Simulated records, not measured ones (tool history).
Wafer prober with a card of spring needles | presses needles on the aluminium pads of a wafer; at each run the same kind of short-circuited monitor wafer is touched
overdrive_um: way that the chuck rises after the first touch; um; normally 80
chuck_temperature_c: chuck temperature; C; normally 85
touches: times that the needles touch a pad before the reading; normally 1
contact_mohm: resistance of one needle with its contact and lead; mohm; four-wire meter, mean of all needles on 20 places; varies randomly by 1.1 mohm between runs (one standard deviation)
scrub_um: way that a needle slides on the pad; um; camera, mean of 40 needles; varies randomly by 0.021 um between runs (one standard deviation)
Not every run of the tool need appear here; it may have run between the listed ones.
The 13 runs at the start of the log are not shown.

run,hour,overdrive_um,chuck_temperature_c,touches,touches since the tips were cleaned,cleanings since the card got new needles,touches since the first contact's height was set,contact_mohm,scrub_um
# hour 141.0: tips cleaned on abrasive film
14,146.5,80,85,2,1498,40,127051,138,12.92
# hour 151.6: tips cleaned on abrasive film
15,153.9,80,85,1,621,41,129037,136,12.91
# hour 162.4: tips cleaned on abrasive film
16,167.4,80,85,1,1368,42,132667,141,12.91
# hour 173.5: tips cleaned on abrasive film
17,181.0,80,85,1,2043,43,136333,144,12.90
# hour 184.1: tips cleaned on abrasive film
# hour 195.4: tips cleaned on abrasive film
18,195.8,94,90,2,107,45,140287,132,15.24
19,203.6,94,38,1,2225,45,142405,135,15.25
# hour 207.1: tips cleaned on abrasive film
20,213.3,92,40,2,1700,46,145033,129,14.86
# hour 214.7: height of the first contact set anew
# hour 218.7: tips cleaned on abrasive film
21,222.4,71,104,2,1005,47,2053,140,11.82
# hour 229.3: tips cleaned on abrasive film
22,235.2,80,94,3,1591,48,5509,137,13.32
# hour 240.2: tips cleaned on abrasive film
23,242.4,80,27,1,581,49,7437,127,13.30
# hour 251.1: tips cleaned on abrasive film
24,252.1,81,33,1,247,50,10035,125,13.43
# hour 262.3: tips cleaned on abrasive film
25,264.2,81,33,1,504,51,13304,127,13.43
26,271.9,66,33,1,2607,51,15407,143,10.96
# hour 273.1: tips cleaned on abrasive film
# hour 284.1: tips cleaned on abrasive film
27,284.3,66,33,1,50,53,18697,131,10.94
28,292.7,98,70,1,2334,53,20981,140,16.26
# hour 296.0: tips cleaned on abrasive film
29,299.6,98,70,1,978,54,22822,133,16.26
# hour 307.2: tips cleaned on abrasive film
30,309.1,98,70,1,525,55,25396,134,16.20
31,316.3,71,55,2,2457,55,27328,137,11.75
# hour 318.3: tips cleaned on abrasive film
32,328.6,89,29,3,2799,56,30645,127,14.74
# hour 329.5: tips cleaned on abrasive film
33,335.8,70,37,1,1699,57,32582,138,11.56

Predict each of these 3 candidate next runs independently; none follows another, all start after run 33:
# hour 340.5: tips cleaned on abrasive film
A,348.3,70,86,2,2130,58,35946,?,?
# hour 340.5: tips cleaned on abrasive film
B,348.3,62,53,2,2130,58,35946,?,?
# hour 340.5: tips cleaned on abrasive film
C,348.3,73,101,2,2130,58,35946,?,?

run,contact_mohm,scrub_um
A,140,11.55
B,140,10.19
C,142,12.05
Without the tool's hidden state the same runs would have given:
run,contact_mohm,scrub_um
A,132,11.68
B,130,10.32
C,135,12.18
